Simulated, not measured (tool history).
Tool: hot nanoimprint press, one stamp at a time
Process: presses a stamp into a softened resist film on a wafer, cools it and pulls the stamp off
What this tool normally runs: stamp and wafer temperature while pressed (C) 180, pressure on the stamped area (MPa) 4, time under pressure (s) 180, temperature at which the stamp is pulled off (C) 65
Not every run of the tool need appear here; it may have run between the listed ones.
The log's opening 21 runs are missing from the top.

run     day  stamp and wafer temperature while pressed (C)  pressure on the stamped area (MPa)  time under pressure (s)  temperature at which the stamp is pulled off (C)  resist left under the stamp's widest pad (Å)  greatest force while the stamp is pulled off (N)
 22  10.929                                            180                                2.84                      172                                                65                                          1417                                               187
 23  11.454                                            180                                2.84                      172                                                65                                          1417                                               188
 24  11.942                                            169                                 4.1                      282                                                65                                          1444                                               188
 25  12.483                                            169                                 4.1                      282                                                65                                          1446                                               191
 26  13.083                                            180                                4.77                      270                                                58                                           948                                               205
 27  13.817                                            178                                3.38                      261                                                54                                          1210                                               215
 28  14.179                                            188                                3.38                      261                                                54                                           879                                               215
 29  14.654                                            188                                3.38                      228                                                58                                           924                                               206
     15.321  -- stamp cleaned and given a new release coat
 30  15.512                                            180                                3.51                      191                                                71                                          1247                                               150

Here are 4 independent what-if runs from the current tool condition. What would each one return?
  A  16.192                                            168                                5.52                      106                                                71                                             ?                                                 ?
  B  16.192                                            175                                   4                      180                                                61                                             ?                                                 ?
  C  16.192                                            174                                3.51                      191                                                52                                             ?                                                 ?
  D  16.192                                            173                                2.55                      180                                                50                                             ?                                                 ?

run  resist left under the stamp's widest pad (Å)  greatest force while the stamp is pulled off (N)
  A                                          1756                                               149
  B                                          1400                                               170
  C                                          1485                                               183
  D                                          1741                                               191
Take away the tool's hidden state, keep each run's random variation, and the runs would have read:
run  resist left under the stamp's widest pad (Å)  greatest force while the stamp is pulled off (N)
  A                                          1768                                               149
  B                                          1415                                               170
  C                                          1501                                               183
  D                                          1758                                               191
